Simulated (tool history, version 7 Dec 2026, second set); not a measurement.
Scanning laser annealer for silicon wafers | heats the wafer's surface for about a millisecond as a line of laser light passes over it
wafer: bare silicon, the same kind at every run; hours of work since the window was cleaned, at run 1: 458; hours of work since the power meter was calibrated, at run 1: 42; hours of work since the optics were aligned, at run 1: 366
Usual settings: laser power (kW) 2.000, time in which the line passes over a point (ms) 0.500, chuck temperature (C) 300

run   hour  laser power (kW)  time in which the line passes over a point (ms)  chuck temperature (C)  hours of work since the window was cleaned  hours of work since the power meter was calibrated  hours of work since the optics were aligned  highest temperature of the surface (C)
  1    0.0             2.000                                            0.500                    300                                         458                                                  42                                          366                                    1046
  2    6.1             2.000                                            0.500                    300                                         461                                                  46                                          369                                    1047
  3   15.2             2.000                                            0.509                    300                                         466                                                  51                                          374                                    1051
  4   21.9             2.000                                            0.509                    300                                         470                                                  54                                          377                                    1053
  5   27.8             2.123                                            0.509                    300                                         473                                                  57                                          381                                    1099
  6   33.2             2.000                                            0.562                    300                                         476                                                  60                                          383                                    1095
  7   41.5             2.000                                            0.568                    300                                         480                                                  65                                          388                                    1097
  8   48.0             2.000                                            0.525                    300                                         484                                                  68                                          391                                    1065
  9   55.3             2.000                                            0.525                    300                                         488                                                  72                                          395                                    1064
 10   58.9             1.895                                            0.525                    300                                         490                                                  74                                          397                                    1020
 11   66.7             1.895                                            0.525                    300                                         494                                                  78                                          402                                    1023
 12   74.5             2.000                                            0.500                    325                                         498                                                  83                                          406                                    1067
 13   83.3             2.000                                            0.500                    325                                         503                                                  87                                          411                                    1072
 14   89.5             2.000                                            0.500                    325                                         506                                                  91                                          414                                    1068
 15   96.2             2.000                                            0.500                    300                                         510                                                  94                                          417                                    1050
 16  101.8             2.000                                            0.500                    300                                         513                                                  97                                          421                                    1043
 17  105.6             2.000                                            0.500                    300                                         515                                                  99                                          423                                    1043
 18  111.8             2.031                                            0.500                    300                                         518                                                 103                                          426                                    1057
 19  117.4             2.031                                            0.500                    300                                         521                                                 106                                          429                                    1055
 20  124.9             2.031                                            0.500                    300                                         525                                                 110                                          433                                    1054
 21  133.6             2.107                                            0.361                    287                                         530                                                 114                                          438                                     943
 22  142.6             2.107                                            0.361                    287                                         535                                                 119                                          443                                     941
 23  150.6             1.833                                            0.583                    312                                         539                                                 124                                          447                                    1048
 24  155.1             1.833                                            0.583                    306                                         542                                                 126                                          449                                    1042
 25  163.3             1.833                                            0.583                    306                                         546                                                 131                                          454                                    1041
 26  167.3             2.086                                            0.516                    283                                         548                                                 133                                          456                                    1069
 27  171.5             1.970                                            0.371                    300                                         551                                                 135                                          458                                     920
 28  176.2             1.969                                            0.477                    300                                         553                                                 138                                          461                                    1011
 29  181.4             2.154                                            0.440                    300                                         556                                                 140                                          464                                    1048
 30  188.9             2.055                                            0.493                    311                                         560                                                 144                                          468                                    1063
 31  195.3             2.181                                            0.493                    312                                         563                                                 148                                          471                                    1114
 32  202.8             2.025                                            0.481                    318                                         567                                                 152                                          475                                    1051
 33  209.1             2.129                                            0.373                    297                                         571                                                 155                                          479                                     970
 34  214.6             2.000                                            0.433                    267                                         574                                                 158                                          481                                     950
 35  219.8             2.106                                            0.500                    300                                         577                                                 161                                          484                                    1081
 36  228.4             2.106                                            0.500                    300                                         581                                                 166                                          489                                    1080
     235.1  -- window over the wafer cleaned
 37  237.6             2.008                                            0.500                    278                                           1                                                 170                                          493                                    1041
 38  244.2             1.898                                            0.555                    331                                           5                                                 173                                          496                                    1093
 39  249.5             1.898                                            0.555                    331                                           8                                                 176                                          499                                    1093
 40  254.0             1.973                                            0.500                    278                                          10                                                 178                                          502                                    1026

Hidden state at the last listed run before each entry between runs and at the first one after, where it differs:
Between runs 36 and 37: window over the wafer cleaned (hour 235.1)
  light that passes the window, % of a clean one's: 97.29 -> 99.95; width of the line over the set one, %: 2.55 -> 2.57
  measured less the result without the state, highest temperature of the surface (C): -32 -> -9
